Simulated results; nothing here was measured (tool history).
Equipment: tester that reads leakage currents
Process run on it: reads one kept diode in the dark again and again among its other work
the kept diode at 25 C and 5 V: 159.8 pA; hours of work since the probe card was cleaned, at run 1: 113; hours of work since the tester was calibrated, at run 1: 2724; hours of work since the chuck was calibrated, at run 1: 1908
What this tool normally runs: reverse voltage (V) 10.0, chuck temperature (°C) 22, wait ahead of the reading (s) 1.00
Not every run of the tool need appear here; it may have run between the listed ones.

| run | day | reverse voltage (V) | chuck temperature (°C) | wait ahead of the reading (s) | hours of work since the probe card was cleaned | hours of work since the tester was calibrated | hours of work since the chuck was calibrated | current that the tester gives (pA) |
|---|---|---|---|---|---|---|---|---|
| 1 | 0.000 | 10.0 | 22 | 1.00 | 113 | 2724 | 1908 | 193.12 |
| 2 | 2.904 | 10.0 | 22 | 1.00 | 150 | 2762 | 1946 | 195.28 |
| 3 | 7.917 | 10.0 | 22 | 1.00 | 215 | 2827 | 2011 | 196.17 |
| 4 | 11.771 | 10.0 | 22 | 1.00 | 265 | 2877 | 2061 | 197.35 |
| 5 | 17.329 | 10.0 | 22 | 1.00 | 337 | 2949 | 2133 | 199.81 |
| 6 | 19.929 | 10.0 | 22 | 1.00 | 371 | 2982 | 2166 | 200.25 |
| 7 | 23.388 | 10.0 | 22 | 1.00 | 416 | 3027 | 2211 | 201.82 |
| 8 | 28.250 | 10.0 | 22 | 1.00 | 479 | 3090 | 2274 | 203.40 |
| 9 | 32.804 | 11.1 | 22 | 1.00 | 538 | 3149 | 2333 | 214.01 |
|  | 33.712 | chuck's temperature calibrated |
| 10 | 36.375 | 11.1 | 22 | 1.00 | 583 | 3194 | 34 | 186.33 |
| 11 | 42.283 | 5.7 | 22 | 1.00 | 660 | 3271 | 111 | 142.50 |
| 12 | 45.121 | 10.0 | 22 | 3.99 | 696 | 3308 | 148 | 178.41 |
| 13 | 47.833 | 10.0 | 22 | 3.99 | 731 | 3343 | 183 | 179.31 |
| 14 | 51.812 | 10.0 | 55 | 1.00 | 783 | 3394 | 235 | 2139.46 |
| 15 | 57.371 | 10.0 | 55 | 1.00 | 855 | 3467 | 307 | 2155.04 |
| 16 | 59.875 | 10.0 | 22 | 1.00 | 888 | 3499 | 339 | 184.76 |
| 17 | 64.271 | 10.0 | 22 | 1.00 | 945 | 3556 | 396 | 186.51 |
| 18 | 69.246 | 10.0 | 22 | 1.00 | 1009 | 3620 | 461 | 188.34 |
| 19 | 72.162 | 10.0 | 22 | 1.00 | 1047 | 3658 | 498 | 189.92 |
| 20 | 76.700 | 10.0 | 22 | 1.00 | 1106 | 3717 | 557 | 191.66 |
| 21 | 82.417 | 10.0 | 22 | 7.04 | 1180 | 3791 | 631 | 190.52 |
|  | 83.892 | tester calibrated |
| 22 | 85.354 | 10.0 | 22 | 0.86 | 1217 | 19 | 668 | 190.62 |
| 23 | 89.142 | 6.7 | 40 | 5.81 | 1266 | 68 | 717 | 632.59 |
| 24 | 91.567 | 1.0 | 22 | 0.51 | 1297 | 100 | 749 | 72.70 |
| 25 | 95.404 | 1.0 | 53 | 0.51 | 1347 | 149 | 798 | 764.16 |
| 26 | 97.958 | 12.0 | 50 | 0.53 | 1380 | 182 | 832 | 1655.55 |
| 27 | 103.658 | 12.4 | 43 | 3.06 | 1454 | 256 | 905 | 1026.55 |
| 28 | 107.338 | 1.5 | 28 | 1.60 | 1502 | 304 | 953 | 140.85 |
| 29 | 111.983 | 9.1 | 22 | 1.00 | 1562 | 364 | 1013 | 189.86 |
| 30 | 116.338 | 10.0 | 22 | 2.80 | 1618 | 421 | 1070 | 196.82 |
| 31 | 119.712 | 9.1 | 22 | 1.00 | 1662 | 464 | 1114 | 192.08 |
| 32 | 124.112 | 9.1 | 51 | 0.34 | 1719 | 521 | 1171 | 1632.63 |
| 33 | 127.492 | 7.2 | 40 | 5.83 | 1763 | 565 | 1214 | 669.76 |
| 34 | 132.867 | 7.2 | 40 | 5.83 | 1833 | 635 | 1284 | 677.51 |
| 35 | 137.783 | 3.2 | 33 | 5.83 | 1896 | 699 | 1348 | 289.61 |
| 36 | 143.342 | 7.7 | 25 | 1.72 | 1968 | 771 | 1420 | 230.06 |
| 37 | 145.900 | 7.7 | 25 | 1.72 | 2001 | 804 | 1453 | 230.16 |
| 38 | 151.721 | 10.0 | 54 | 1.00 | 2077 | 879 | 1528 | 2122.38 |
|  | 155.721 | probe card cleaned and baked |
| 39 | 155.721 | 10.0 | 54 | 1.00 | 0 | 929 | 1579 | 2090.42 |
| 40 | 159.962 | 2.2 | 26 | 1.00 | 55 | 984 | 1634 | 141.96 |

Take each entry between the runs: how does the hidden state at the last listed run before it differ from the hidden state at the first listed run after it?
Logged between run 9 and run 10: chuck's temperature calibrated (day 33.712)
  stray current of the dirty probe card, pA a volt: 0.703 -> 0.76; current scale over the true one, %: 1.96 -> 1.99; true chuck temperature over the reading, C: 1.93 -> 0.15
  measured result minus the result with no hidden state, current that the tester gives (pA): +41.81 -> +14.05
Logged between run 21 and run 22: tester calibrated (day 83.892)
  stray current of the dirty probe card, pA a volt: 1.493 -> 1.539; current scale over the true one, %: 2.37 -> -0.01; true chuck temperature over the reading, C: 0.58 -> 0.61
  measured result minus the result with no hidden state, current that the tester gives (pA): +27.41 -> +24.03
Logged between run 38 and run 39: probe card cleaned and baked (day 155.721)
  stray current of the dirty probe card, pA a volt: 2.621 -> 0.026; current scale over the true one, %: 0.52 -> 0.56; true chuck temperature over the reading, C: 1.23 -> 1.27
  measured result minus the result with no hidden state, current that the tester gives (pA): +207.47 -> +186.17
